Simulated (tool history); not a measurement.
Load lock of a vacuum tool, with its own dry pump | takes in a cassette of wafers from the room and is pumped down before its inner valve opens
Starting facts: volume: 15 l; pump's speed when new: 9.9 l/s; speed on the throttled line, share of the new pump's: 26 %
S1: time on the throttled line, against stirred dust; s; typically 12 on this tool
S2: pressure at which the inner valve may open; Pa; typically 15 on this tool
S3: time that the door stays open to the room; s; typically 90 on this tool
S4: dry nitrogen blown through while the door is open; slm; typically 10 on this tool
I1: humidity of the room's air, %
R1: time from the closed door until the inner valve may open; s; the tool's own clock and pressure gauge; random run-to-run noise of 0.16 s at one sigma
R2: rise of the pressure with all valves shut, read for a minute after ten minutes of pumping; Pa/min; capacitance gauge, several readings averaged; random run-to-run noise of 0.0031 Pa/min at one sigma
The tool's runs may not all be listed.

{"run": 1, "hour": 0.0, "S1": 12, "S2": 15, "S3": 90, "S4": 10, "I1": 46.7, "R1": 22.2, "R2": 0.079}
{"run": 2, "hour": 65.6, "S1": 12, "S2": 15, "S3": 90, "S4": 10, "I1": 45.0, "R1": 22.3, "R2": 0.079}
{"run": 3, "hour": 103.5, "S1": 12, "S2": 15, "S3": 90, "S4": 10, "I1": 44.7, "R1": 22.1, "R2": 0.085}
{"run": 4, "hour": 148.6, "S1": 12, "S2": 15, "S3": 90, "S4": 10, "I1": 47.0, "R1": 22.6, "R2": 0.085}
{"run": 5, "hour": 228.2, "S1": 12, "S2": 15, "S3": 90, "S4": 7, "I1": 43.1, "R1": 22.1, "R2": 0.084}
{"run": 6, "hour": 313.1, "S1": 12, "S2": 15, "S3": 90, "S4": 7, "I1": 45.2, "R1": 22.0, "R2": 0.091}
{"run": 7, "hour": 372.5, "S1": 12, "S2": 23, "S3": 90, "S4": 7, "I1": 45.7, "R1": 21.6, "R2": 0.089}
{"run": 8, "hour": 449.7, "S1": 12, "S2": 23, "S3": 90, "S4": 7, "I1": 47.9, "R1": 21.7, "R2": 0.095}
{"run": 9, "hour": 527.4, "S1": 12, "S2": 23, "S3": 90, "S4": 7, "I1": 42.4, "R1": 21.6, "R2": 0.09}
{"run": 10, "hour": 584.7, "S1": 12, "S2": 15, "S3": 90, "S4": 10, "I1": 40.6, "R1": 22.2, "R2": 0.078}
{"run": 11, "hour": 639.8, "S1": 12, "S2": 15, "S3": 90, "S4": 9, "I1": 47.1, "R1": 22.1, "R2": 0.087}
{"run": 12, "hour": 678.2, "S1": 12, "S2": 15, "S3": 90, "S4": 9, "I1": 45.7, "R1": 22.2, "R2": 0.082}
{"run": 13, "hour": 748.8, "S1": 19, "S2": 15, "S3": 90, "S4": 10, "I1": 45.5, "R1": 27.7, "R2": 0.08}
{"run": 14, "hour": 800.0, "S1": 19, "S2": 15, "S3": 90, "S4": 10, "I1": 46.1, "R1": 27.0, "R2": 0.084}
{"run": 15, "hour": 865.4, "S1": 19, "S2": 15, "S3": 90, "S4": 10, "I1": 47.8, "R1": 27.3, "R2": 0.084}
{"run": 16, "hour": 906.1, "S1": 12, "S2": 15, "S3": 58, "S4": 10, "I1": 45.8, "R1": 22.2, "R2": 0.067}
{"run": 17, "hour": 958.2, "S1": 12, "S2": 15, "S3": 58, "S4": 10, "I1": 49.7, "R1": 22.5, "R2": 0.077}
{"run": 18, "hour": 1007.6, "S1": 12, "S2": 15, "S3": 58, "S4": 10, "I1": 40.7, "R1": 22.3, "R2": 0.063}
{"run": 19, "hour": 1094.1, "S1": 12, "S2": 15, "S3": 240, "S4": 10, "I1": 43.7, "R1": 22.1, "R2": 0.136}
{"run": 20, "hour": 1164.9, "S1": 12, "S2": 15, "S3": 240, "S4": 15, "I1": 47.1, "R1": 22.6, "R2": 0.122}
{"run": 21, "hour": 1205.0, "S1": 12, "S2": 16, "S3": 156, "S4": 10, "I1": 45.2, "R1": 22.0, "R2": 0.107}
{"run": 22, "hour": 1276.7, "S1": 12, "S2": 16, "S3": 152, "S4": 10, "I1": 44.7, "R1": 22.3, "R2": 0.106}
{"run": 23, "hour": 1357.3, "S1": 12, "S2": 23, "S3": 90, "S4": 16, "I1": 46.6, "R1": 21.7, "R2": 0.074}
{"run": 24, "hour": 1406.7, "S1": 12, "S2": 11, "S3": 90, "S4": 11, "I1": 47.6, "R1": 23.0, "R2": 0.091}
{"run": 25, "hour": 1479.4, "S1": 12, "S2": 11, "S3": 26, "S4": 11, "I1": 42.9, "R1": 22.6, "R2": 0.041}
{"run": 26, "hour": 1517.6, "S1": 12, "S2": 13, "S3": 26, "S4": 10, "I1": 46.2, "R1": 22.7, "R2": 0.043}
{"run": 27, "hour": 1567.8, "S1": 12, "S2": 13, "S3": 229, "S4": 10, "I1": 44.9, "R1": 22.4, "R2": 0.136}
{"run": 28, "hour": 1626.9, "S1": 12, "S2": 13, "S3": 229, "S4": 10, "I1": 46.3, "R1": 22.3, "R2": 0.139}
{"run": 29, "hour": 1671.3, "S1": 6, "S2": 20, "S3": 115, "S4": 10, "I1": 45.1, "R1": 17.4, "R2": 0.099}
{"run": 30, "hour": 1722.8, "S1": 6, "S2": 20, "S3": 115, "S4": 10, "I1": 44.2, "R1": 17.7, "R2": 0.087}
{"run": 31, "hour": 1800.8, "S1": 6, "S2": 20, "S3": 115, "S4": 10, "I1": 44.4, "R1": 17.3, "R2": 0.089}
{"run": 32, "hour": 1873.1, "S1": 15, "S2": 15, "S3": 191, "S4": 10, "I1": 45.8, "R1": 24.2, "R2": 0.122}
{"run": 33, "hour": 1953.2, "S1": 15, "S2": 15, "S3": 27, "S4": 4, "I1": 43.2, "R1": 24.4, "R2": 0.056}
{"run": 34, "hour": 2033.4, "S1": 23, "S2": 15, "S3": 131, "S4": 10, "I1": 42.3, "R1": 30.2, "R2": 0.092}
{"run": 35, "hour": 2101.7, "S1": 7, "S2": 15, "S3": 43, "S4": 5, "I1": 45.7, "R1": 18.5, "R2": 0.072}
{"run": 36, "hour": 2153.9, "S1": 8, "S2": 18, "S3": 87, "S4": 16, "I1": 45.5, "R1": 19.1, "R2": 0.071}

3 options for the next run, each taken on its own from the tool as it stands now. Forecast them:
{"run": "A", "hour": 2236.6, "S1": 16, "S2": 12, "S3": 98, "S4": 10, "I1": 44.6, "R1": "?", "R2": "?"}
{"run": "B", "hour": 2236.6, "S1": 8, "S2": 18, "S3": 51, "S4": 16, "I1": 45.7, "R1": "?", "R2": "?"}
{"run": "C", "hour": 2236.6, "S1": 8, "S2": 21, "S3": 221, "S4": 9, "I1": 44.2, "R1": "?", "R2": "?"}

run=A R1=25.8 R2=0.092
run=B R1=19.0 R2=0.055
run=C R1=18.6 R2=0.131
With no hidden state in the tool, these same runs would have given:
run=A R1=25.8 R2=0.091
run=B R1=19.0 R2=0.054
run=C R1=18.6 R2=0.130

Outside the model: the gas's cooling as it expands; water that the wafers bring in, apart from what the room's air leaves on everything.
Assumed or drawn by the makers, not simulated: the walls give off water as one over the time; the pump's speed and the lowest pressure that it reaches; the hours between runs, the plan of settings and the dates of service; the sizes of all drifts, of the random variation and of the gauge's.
